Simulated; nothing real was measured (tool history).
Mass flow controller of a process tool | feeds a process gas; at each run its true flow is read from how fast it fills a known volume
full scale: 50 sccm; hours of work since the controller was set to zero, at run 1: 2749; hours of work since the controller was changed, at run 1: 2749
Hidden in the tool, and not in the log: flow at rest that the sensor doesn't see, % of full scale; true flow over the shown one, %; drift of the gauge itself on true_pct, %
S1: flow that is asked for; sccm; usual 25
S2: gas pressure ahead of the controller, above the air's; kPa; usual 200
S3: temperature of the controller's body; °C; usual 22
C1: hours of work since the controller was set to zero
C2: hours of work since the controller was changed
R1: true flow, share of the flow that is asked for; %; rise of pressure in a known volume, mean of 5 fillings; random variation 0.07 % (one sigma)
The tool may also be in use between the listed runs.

| run | hour | S1 | S2 | S3 | C1 | C2 | R1 |
|---|---|---|---|---|---|---|---|
| 1 | 0 | 25 | 200 | 22 | 2749 | 2749 | 98.48 |
| 2 | 85.8 | 25 | 200 | 22 | 2815 | 2815 | 98.39 |
| 3 | 152.9 | 25 | 197 | 22 | 2866 | 2866 | 98.36 |
| 4 | 269.1 | 8 | 197 | 22 | 2954 | 2954 | 96.37 |
| 5 | 393.3 | 8 | 197 | 22 | 3048 | 3048 | 96.34 |
| 6 | 458.8 | 8 | 197 | 22 | 3098 | 3098 | 96.21 |
| 7 | 519.7 | 8 | 197 | 22 | 3145 | 3145 | 96.31 |
| 8 | 588.7 | 8 | 197 | 22 | 3197 | 3197 | 96.14 |
|  | 598.5 | controller's zero set anew |
| 9 | 687.3 | 25 | 172 | 22 | 68 | 3272 | 98.04 |
| 10 | 748.3 | 25 | 172 | 22 | 114 | 3318 | 98.04 |
| 11 | 830.2 | 25 | 172 | 22 | 176 | 3380 | 97.94 |
|  | 838.4 | controller's zero set anew, once more |
| 12 | 887.7 | 25 | 172 | 22 | 37 | 3424 | 99.12 |
| 13 | 986.7 | 9 | 200 | 24 | 113 | 3499 | 98.48 |
| 14 | 1071.8 | 25 | 173 | 27 | 178 | 3564 | 99.36 |
| 15 | 1190.6 | 29 | 145 | 29 | 268 | 3654 | 99.69 |
| 16 | 1252.1 | 23 | 146 | 36 | 315 | 3701 | 100 |
| 17 | 1371.8 | 44 | 145 | 35 | 406 | 3792 | 100.71 |
| 18 | 1480.6 | 14 | 200 | 22 | 488 | 3875 | 98.44 |
| 19 | 1584.9 | 30 | 200 | 22 | 568 | 3954 | 99.16 |
| 20 | 1655.7 | 7 | 200 | 39 | 622 | 4008 | 99.13 |
| 21 | 1718.7 | 23 | 215 | 39 | 669 | 4056 | 100.2 |
| 22 | 1846.2 | 10 | 179 | 27 | 766 | 4153 | 98.34 |

3 ways to go on from here, each from the tool as it stands after run 22. What would each give?
| A | 1967.6 | 10 | 213 | 27 | 859 | 4245 | ? |
| B | 1967.6 | 10 | 276 | 22 | 859 | 4245 | ? |
| C | 1967.6 | 46 | 184 | 34 | 859 | 4245 | ? |

| run | R1 |
|---|---|
| A | 98.51 |
| B | 98.31 |
| C | 100.95 |
Without the tool's hidden state the same runs would have given:
| run | R1 |
|---|---|
| A | 98.44 |
| B | 98.24 |
| C | 100.51 |
